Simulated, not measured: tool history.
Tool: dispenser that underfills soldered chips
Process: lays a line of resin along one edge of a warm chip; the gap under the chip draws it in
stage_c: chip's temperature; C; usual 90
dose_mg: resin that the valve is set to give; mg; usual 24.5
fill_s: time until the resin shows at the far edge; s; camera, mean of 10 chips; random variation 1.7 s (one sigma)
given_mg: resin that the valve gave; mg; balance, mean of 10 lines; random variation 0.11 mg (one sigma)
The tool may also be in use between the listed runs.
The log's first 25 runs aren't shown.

run	hour	stage_c	dose_mg	hours of work since the syringe was changed	hours of work since the valve was cleaned	hours of work since the stage was calibrated	fill_s	given_mg
# hour 165.3: new syringe of resin
26	165.9	90	27.6	0	8	306	163.8	27.70
27	171.8	97	25.8	5	13	311	157.0	25.76
28	179.3	94	22.2	10	18	316	219.9	21.97
# hour 182.2: new syringe of resin
29	188.2	81	22.8	4	24	322	257.0	22.50
# hour 198.4: new syringe of resin
30	199.2	88	29.3	1	32	330	175.1	28.79
31	209.3	94	22.9	8	40	338	206.3	22.35
# hour 214.9: new syringe of resin
32	214.9	94	22.9	0	44	342	150.7	22.27
33	221.6	89	21.0	5	49	347	212.8	20.19

5 ways to go on from here, each from the tool as it stands after run 33. What would each give?
A	226.3	92	29.5	8	52	350	?	?
B	226.3	100	21.0	8	52	350	?	?
C	226.3	89	22.4	8	52	350	?	?
D	226.3	77	27.6	8	52	350	?	?
E	226.3	83	24.5	8	52	350	?	?

run	fill_s	given_mg
A	211.8	28.51
B	181.2	20.29
C	237.5	21.54
D	321.0	26.65
E	274.2	23.64
Without the tool's hidden state the same runs would have given:
run	fill_s	given_mg
A	153.7	29.53
B	130.1	21.02
C	171.0	22.32
D	232.3	27.61
E	197.8	24.49

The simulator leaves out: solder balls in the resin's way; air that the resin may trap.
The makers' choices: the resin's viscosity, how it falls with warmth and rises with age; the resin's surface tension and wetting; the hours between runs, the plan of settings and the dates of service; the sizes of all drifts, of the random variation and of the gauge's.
